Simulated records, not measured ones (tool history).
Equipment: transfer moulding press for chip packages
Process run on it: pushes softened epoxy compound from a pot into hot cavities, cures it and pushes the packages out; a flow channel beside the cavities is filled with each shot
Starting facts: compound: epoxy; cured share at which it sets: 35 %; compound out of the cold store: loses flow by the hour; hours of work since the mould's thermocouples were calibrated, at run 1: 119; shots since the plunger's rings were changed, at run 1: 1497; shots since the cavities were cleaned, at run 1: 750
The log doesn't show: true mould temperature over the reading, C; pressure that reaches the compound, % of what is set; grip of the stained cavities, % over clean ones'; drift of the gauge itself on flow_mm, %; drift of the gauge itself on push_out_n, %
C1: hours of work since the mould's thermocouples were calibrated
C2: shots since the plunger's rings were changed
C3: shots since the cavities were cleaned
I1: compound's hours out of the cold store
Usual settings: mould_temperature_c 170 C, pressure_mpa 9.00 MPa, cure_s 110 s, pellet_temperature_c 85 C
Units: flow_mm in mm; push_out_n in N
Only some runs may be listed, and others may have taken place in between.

{"run": 1, "hour": 0.0, "mould_temperature_c": 170, "pressure_mpa": 9.0, "cure_s": 110, "pellet_temperature_c": 85, "C1": 119, "C2": 1497, "C3": 750, "I1": 47.0, "flow_mm": 580, "push_out_n": 207}
{"run": 2, "hour": 7.1, "mould_temperature_c": 170, "pressure_mpa": 10.9, "cure_s": 110, "pellet_temperature_c": 85, "C1": 123, "C2": 1568, "C3": 821, "I1": 14.0, "flow_mm": 688, "push_out_n": 206}
{"run": 3, "hour": 19.9, "mould_temperature_c": 170, "pressure_mpa": 10.9, "cure_s": 110, "pellet_temperature_c": 85, "C1": 131, "C2": 1697, "C3": 950, "I1": 37.6, "flow_mm": 647, "push_out_n": 204}
{"hour": 31.3, "done": "cavities cleaned with cleaning compound and waxed"}
{"run": 4, "hour": 33.3, "mould_temperature_c": 169, "pressure_mpa": 9.0, "cure_s": 110, "pellet_temperature_c": 85, "C1": 138, "C2": 1816, "C3": 21, "I1": 21.1, "flow_mm": 624, "push_out_n": 225}
{"run": 5, "hour": 46.2, "mould_temperature_c": 169, "pressure_mpa": 9.0, "cure_s": 110, "pellet_temperature_c": 85, "C1": 146, "C2": 1945, "C3": 150, "I1": 47.5, "flow_mm": 578, "push_out_n": 207}
{"run": 6, "hour": 57.5, "mould_temperature_c": 169, "pressure_mpa": 9.0, "cure_s": 110, "pellet_temperature_c": 85, "C1": 152, "C2": 2058, "C3": 263, "I1": 17.7, "flow_mm": 623, "push_out_n": 215}
{"run": 7, "hour": 72.1, "mould_temperature_c": 169, "pressure_mpa": 9.0, "cure_s": 110, "pellet_temperature_c": 85, "C1": 161, "C2": 2204, "C3": 409, "I1": 38.4, "flow_mm": 595, "push_out_n": 212}
{"run": 8, "hour": 87.0, "mould_temperature_c": 169, "pressure_mpa": 9.0, "cure_s": 110, "pellet_temperature_c": 85, "C1": 170, "C2": 2354, "C3": 559, "I1": 37.7, "flow_mm": 600, "push_out_n": 225}
{"run": 9, "hour": 94.9, "mould_temperature_c": 177, "pressure_mpa": 9.0, "cure_s": 110, "pellet_temperature_c": 85, "C1": 175, "C2": 2433, "C3": 638, "I1": 15.5, "flow_mm": 604, "push_out_n": 185}
{"run": 10, "hour": 103.9, "mould_temperature_c": 170, "pressure_mpa": 9.0, "cure_s": 110, "pellet_temperature_c": 85, "C1": 180, "C2": 2523, "C3": 728, "I1": 37.1, "flow_mm": 593, "push_out_n": 211}
{"run": 11, "hour": 114.8, "mould_temperature_c": 170, "pressure_mpa": 9.0, "cure_s": 110, "pellet_temperature_c": 85, "C1": 186, "C2": 2632, "C3": 837, "I1": 28.3, "flow_mm": 606, "push_out_n": 211}
{"run": 12, "hour": 128.7, "mould_temperature_c": 170, "pressure_mpa": 9.0, "cure_s": 110, "pellet_temperature_c": 85, "C1": 195, "C2": 2771, "C3": 976, "I1": 37.7, "flow_mm": 592, "push_out_n": 221}
{"hour": 137.3, "done": "cavities cleaned with cleaning compound and waxed"}
{"run": 13, "hour": 139.3, "mould_temperature_c": 170, "pressure_mpa": 8.89, "cure_s": 110, "pellet_temperature_c": 85, "C1": 200, "C2": 2863, "C3": 20, "I1": 22.4, "flow_mm": 608, "push_out_n": 196}
{"run": 14, "hour": 148.2, "mould_temperature_c": 170, "pressure_mpa": 8.89, "cure_s": 110, "pellet_temperature_c": 85, "C1": 205, "C2": 2952, "C3": 109, "I1": 29.8, "flow_mm": 598, "push_out_n": 212}
{"run": 15, "hour": 158.4, "mould_temperature_c": 170, "pressure_mpa": 9.0, "cure_s": 110, "pellet_temperature_c": 76, "C1": 211, "C2": 3054, "C3": 211, "I1": 27.4, "flow_mm": 602, "push_out_n": 208}
{"run": 16, "hour": 170.5, "mould_temperature_c": 170, "pressure_mpa": 9.0, "cure_s": 110, "pellet_temperature_c": 76, "C1": 219, "C2": 3175, "C3": 332, "I1": 31.6, "flow_mm": 600, "push_out_n": 206}
{"run": 17, "hour": 182.8, "mould_temperature_c": 170, "pressure_mpa": 9.0, "cure_s": 110, "pellet_temperature_c": 76, "C1": 226, "C2": 3299, "C3": 456, "I1": 19.8, "flow_mm": 613, "push_out_n": 213}
{"run": 18, "hour": 190.1, "mould_temperature_c": 170, "pressure_mpa": 7.67, "cure_s": 110, "pellet_temperature_c": 82, "C1": 230, "C2": 3372, "C3": 529, "I1": 15.6, "flow_mm": 581, "push_out_n": 205}
{"run": 19, "hour": 201.0, "mould_temperature_c": 170, "pressure_mpa": 7.67, "cure_s": 110, "pellet_temperature_c": 82, "C1": 237, "C2": 3481, "C3": 638, "I1": 46.0, "flow_mm": 532, "push_out_n": 215}
{"run": 20, "hour": 210.9, "mould_temperature_c": 173, "pressure_mpa": 8.62, "cure_s": 118, "pellet_temperature_c": 92, "C1": 243, "C2": 3580, "C3": 737, "I1": 9.9, "flow_mm": 610, "push_out_n": 184}
{"run": 21, "hour": 217.8, "mould_temperature_c": 173, "pressure_mpa": 8.09, "cure_s": 106, "pellet_temperature_c": 88, "C1": 247, "C2": 3649, "C3": 806, "I1": 42.6, "flow_mm": 545, "push_out_n": 194}
{"run": 22, "hour": 224.9, "mould_temperature_c": 163, "pressure_mpa": 6.85, "cure_s": 110, "pellet_temperature_c": 85, "C1": 251, "C2": 3721, "C3": 878, "I1": 29.6, "flow_mm": 542, "push_out_n": 317}
{"run": 23, "hour": 239.3, "mould_temperature_c": 163, "pressure_mpa": 6.85, "cure_s": 138, "pellet_temperature_c": 85, "C1": 259, "C2": 3865, "C3": 1022, "I1": 47.0, "flow_mm": 524, "push_out_n": 212}
{"hour": 242.9, "done": "cavities cleaned with cleaning compound and waxed"}
{"run": 24, "hour": 256.7, "mould_temperature_c": 166, "pressure_mpa": 6.85, "cure_s": 138, "pellet_temperature_c": 87, "C1": 269, "C2": 4025, "C3": 139, "I1": 32.0, "flow_mm": 529, "push_out_n": 190}
{"run": 25, "hour": 263.7, "mould_temperature_c": 170, "pressure_mpa": 9.0, "cure_s": 98, "pellet_temperature_c": 85, "C1": 273, "C2": 4094, "C3": 208, "I1": 31.5, "flow_mm": 599, "push_out_n": 235}
{"run": 26, "hour": 270.4, "mould_temperature_c": 178, "pressure_mpa": 10.57, "cure_s": 100, "pellet_temperature_c": 94, "C1": 277, "C2": 4162, "C3": 276, "I1": 22.0, "flow_mm": 645, "push_out_n": 186}
{"run": 27, "hour": 276.9, "mould_temperature_c": 178, "pressure_mpa": 10.57, "cure_s": 100, "pellet_temperature_c": 81, "C1": 281, "C2": 4227, "C3": 341, "I1": 32.0, "flow_mm": 626, "push_out_n": 178}
{"run": 28, "hour": 284.2, "mould_temperature_c": 163, "pressure_mpa": 10.62, "cure_s": 148, "pellet_temperature_c": 93, "C1": 285, "C2": 4300, "C3": 414, "I1": 31.0, "flow_mm": 675, "push_out_n": 207}
{"run": 29, "hour": 297.3, "mould_temperature_c": 170, "pressure_mpa": 8.62, "cure_s": 146, "pellet_temperature_c": 85, "C1": 293, "C2": 4432, "C3": 546, "I1": 47.5, "flow_mm": 558, "push_out_n": 199}

Forecast each of these 4 alternatives for the next run:
{"run": "A", "hour": 306.0, "mould_temperature_c": 165, "pressure_mpa": 9.78, "cure_s": 146, "pellet_temperature_c": 85, "C1": 298, "C2": 4519, "C3": 633, "I1": 34.9, "flow_mm": "?", "push_out_n": "?"}
{"run": "B", "hour": 306.0, "mould_temperature_c": 170, "pressure_mpa": 9.0, "cure_s": 110, "pellet_temperature_c": 94, "C1": 298, "C2": 4519, "C3": 633, "I1": 10.7, "flow_mm": "?", "push_out_n": "?"}
{"run": "C", "hour": 306.0, "mould_temperature_c": 165, "pressure_mpa": 8.62, "cure_s": 146, "pellet_temperature_c": 85, "C1": 298, "C2": 4519, "C3": 633, "I1": 9.2, "flow_mm": "?", "push_out_n": "?"}
{"run": "D", "hour": 306.0, "mould_temperature_c": 169, "pressure_mpa": 9.0, "cure_s": 111, "pellet_temperature_c": 79, "C1": 298, "C2": 4519, "C3": 633, "I1": 19.5, "flow_mm": "?", "push_out_n": "?"}

run=A flow_mm=631 push_out_n=194
run=B flow_mm=629 push_out_n=209
run=C flow_mm=631 push_out_n=197
run=D flow_mm=627 push_out_n=220
The same runs, with their run-to-run variation unchanged, on a tool lacking any hidden condition would have given:
run=A flow_mm=632 push_out_n=190
run=B flow_mm=630 push_out_n=206
run=C flow_mm=632 push_out_n=194
run=D flow_mm=628 push_out_n=216
